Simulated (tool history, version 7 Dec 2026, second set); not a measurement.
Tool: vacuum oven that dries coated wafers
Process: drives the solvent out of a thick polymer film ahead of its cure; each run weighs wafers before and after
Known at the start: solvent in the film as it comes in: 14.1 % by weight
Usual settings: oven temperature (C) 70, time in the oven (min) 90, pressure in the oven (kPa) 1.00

run    hour  oven temperature (C)  time in the oven (min)  pressure in the oven (kPa)  solvent left in the film (%)
  1     0.0                    70                      90                        1.00                          1.26
  2    86.1                    70                      90                        1.00                          1.36
  3   144.1                    70                      90                        1.00                          1.40
  4   235.2                    70                      90                        1.00                          1.38
  5   284.8                    70                      90                        1.00                          1.26
  6   365.1                    70                      90                        1.00                          1.34
  7   403.8                    70                      90                        1.00                          1.30
  8   443.6                    70                      90                        1.00                          1.41
  9   496.6                    70                      90                        1.00                          1.39
 10   572.1                    70                      67                        1.00                          2.23
 11   656.2                    70                      67                        1.00                          2.25
 12   725.9                    70                      90                        0.57                          1.32
 13   791.6                    70                      90                        0.57                          1.20
 14   844.5                    70                      90                        1.00                          1.34
 15   893.1                    70                      90                        1.00                          1.44
 16   954.7                    70                      90                        1.00                          1.47
 17  1041.9                    70                      90                        1.00                          1.48
 18  1105.6                    75                      55                        2.61                          2.50
 19  1160.9                    75                      55                        2.61                          2.63
 20  1205.0                    75                      55                        2.61                          2.70
 21  1269.7                    75                      55                        2.61                          2.64
 22  1336.9                    75                      55                        2.61                          2.57
 23  1384.2                    75                      71                        0.81                          1.35
 24  1432.5                    70                      98                        2.90                          2.04
 25  1501.4                    71                      54                        1.83                          3.29
 26  1548.3                    67                     120                        2.31                          1.78
 27  1598.3                    74                      59                        3.26                          2.84
 28  1683.9                    74                      59                        3.26                          2.86
     1736.2  -- oven's thermocouples calibrated
 29  1736.2                    60                      81                        0.52                          3.08
 30  1815.0                    62                      90                        1.00                          2.37
 31  1888.6                    82                      90                        0.96                          0.42
 32  1967.0                    66                      90                        3.09                          2.63
 33  2056.8                    66                      90                        3.09                          2.73

Forecast each of these 3 alternatives for the next run:
  A  2121.9                    65                      90                        1.36                             ?
  B  2121.9                    69                     100                        1.73                             ?
  C  2121.9                    72                      56                        0.57                             ?

run  solvent left in the film (%)
  A                          2.13
  B                          1.47
  C                          2.37
Without the tool's hidden state the same runs would have given:
run  solvent left in the film (%)
  A                          1.95
  B                          1.32
  C                          2.21
